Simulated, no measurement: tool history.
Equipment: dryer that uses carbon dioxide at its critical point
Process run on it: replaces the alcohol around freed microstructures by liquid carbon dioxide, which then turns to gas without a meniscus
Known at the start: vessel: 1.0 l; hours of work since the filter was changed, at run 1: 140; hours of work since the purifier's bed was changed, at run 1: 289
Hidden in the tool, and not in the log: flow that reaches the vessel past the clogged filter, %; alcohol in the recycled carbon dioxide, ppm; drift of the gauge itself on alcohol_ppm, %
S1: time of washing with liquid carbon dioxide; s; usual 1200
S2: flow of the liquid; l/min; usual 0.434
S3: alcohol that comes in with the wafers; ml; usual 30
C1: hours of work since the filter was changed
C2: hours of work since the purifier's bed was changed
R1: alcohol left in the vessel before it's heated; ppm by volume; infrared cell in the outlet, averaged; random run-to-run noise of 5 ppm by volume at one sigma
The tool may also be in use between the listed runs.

run 1 hour=0 | S1=1200 S2=0.434 S3=30 | C1=140 C2=289 | R1=139
run 2 hour=32.3 | S1=1200 S2=0.434 S3=30 | C1=159 C2=308 | R1=145
run 3 hour=84.5 | S1=1200 S2=0.434 S3=30 | C1=191 C2=340 | R1=152
run 4 hour=154.5 | S1=1200 S2=0.434 S3=30 | C1=234 C2=382 | R1=171
run 5 hour=191 | S1=1200 S2=0.434 S3=30 | C1=256 C2=404 | R1=176
run 6 hour=261.4 | S1=1200 S2=0.434 S3=30 | C1=299 C2=447 | R1=200
run 7 hour=299.9 | S1=1200 S2=0.434 S3=30 | C1=322 C2=471 | R1=217
run 8 hour=353.6 | S1=1200 S2=0.434 S3=30 | C1=355 C2=503 | R1=218
run 9 hour=411.7 | S1=1200 S2=0.434 S3=30 | C1=390 C2=539 | R1=224
run 10 hour=485.5 | S1=840 S2=0.434 S3=30 | C1=435 C2=583 | R1=627
run 11 hour=555.7 | S1=840 S2=0.263 S3=20 | C1=477 C2=626 | R1=1939
run 12 hour=608.2 | S1=840 S2=0.263 S3=20 | C1=509 C2=658 | R1=2031
-- hour=624.4 inlet filter changed
run 13 hour=668.7 | S1=1740 S2=0.613 S3=20 | C1=27 C2=694 | R1=211
run 14 hour=712 | S1=1020 S2=0.434 S3=30 | C1=53 C2=720 | R1=322
run 15 hour=781 | S1=1020 S2=0.434 S3=30 | C1=95 C2=762 | R1=350
run 16 hour=817.5 | S1=960 S2=0.434 S3=93 | C1=117 C2=784 | R1=795
run 17 hour=888.5 | S1=1020 S2=0.357 S3=97 | C1=160 C2=827 | R1=1422
run 18 hour=956.4 | S1=1020 S2=0.357 S3=97 | C1=202 C2=869 | R1=1491
run 19 hour=1019.4 | S1=1020 S2=0.357 S3=97 | C1=240 C2=907 | R1=1572
-- hour=1034.2 purifier's bed changed
run 20 hour=1072.8 | S1=1020 S2=0.357 S3=97 | C1=270 C2=23 | R1=1369

Predict each of these 5 candidate next runs independently; none follows another, all start after run 20:
run A hour=1130 | S1=1140 S2=0.61 S3=44 | C1=305 C2=58 | R1=?
run B hour=1130 | S1=840 S2=0.324 S3=97 | C1=305 C2=58 | R1=?
run C hour=1130 | S1=1080 S2=0.264 S3=30 | C1=305 C2=58 | R1=?
run D hour=1130 | S1=1020 S2=0.543 S3=56 | C1=305 C2=58 | R1=?
run E hour=1130 | S1=1020 S2=0.506 S3=48 | C1=305 C2=58 | R1=?

run=A R1=34
run=B R1=4230
run=C R1=1205
run=D R1=100
run=E R1=131
Had the tool no hidden state, the same runs would have come out as:
run=A R1=11
run=B R1=3337
run=C R1=934
run=D R1=53
run=E R1=76
